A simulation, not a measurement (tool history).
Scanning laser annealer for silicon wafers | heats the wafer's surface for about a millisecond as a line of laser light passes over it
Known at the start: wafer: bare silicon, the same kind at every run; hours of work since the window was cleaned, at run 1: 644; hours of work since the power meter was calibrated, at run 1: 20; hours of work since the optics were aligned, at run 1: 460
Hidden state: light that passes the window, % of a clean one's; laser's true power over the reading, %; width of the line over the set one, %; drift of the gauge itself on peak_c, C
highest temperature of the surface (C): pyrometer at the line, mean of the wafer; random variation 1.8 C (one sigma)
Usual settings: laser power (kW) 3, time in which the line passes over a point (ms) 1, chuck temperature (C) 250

run,day,laser power (kW),time in which the line passes over a point (ms),chuck temperature (C),hours of work since the window was cleaned,hours of work since the power meter was calibrated,hours of work since the optics were aligned,highest temperature of the surface (C)
1,0,3,1,250,644,20,460,1000
2,0.317,3,1,250,648,24,464,1002
3,0.8,2.615,1,250,654,30,470,891
4,1.262,2.615,1,250,660,36,476,892
5,1.562,2.615,1,250,664,40,480,888
6,1.992,3,1,268,669,45,485,1018

The next listed run, before its measurement:
7,2.462,3,1,268,675,51,491,?

{"run 7": {"highest temperature of the surface (C)": 1017}}
Without the tool's hidden state the same run would have given highest temperature of the surface (C) 1033.

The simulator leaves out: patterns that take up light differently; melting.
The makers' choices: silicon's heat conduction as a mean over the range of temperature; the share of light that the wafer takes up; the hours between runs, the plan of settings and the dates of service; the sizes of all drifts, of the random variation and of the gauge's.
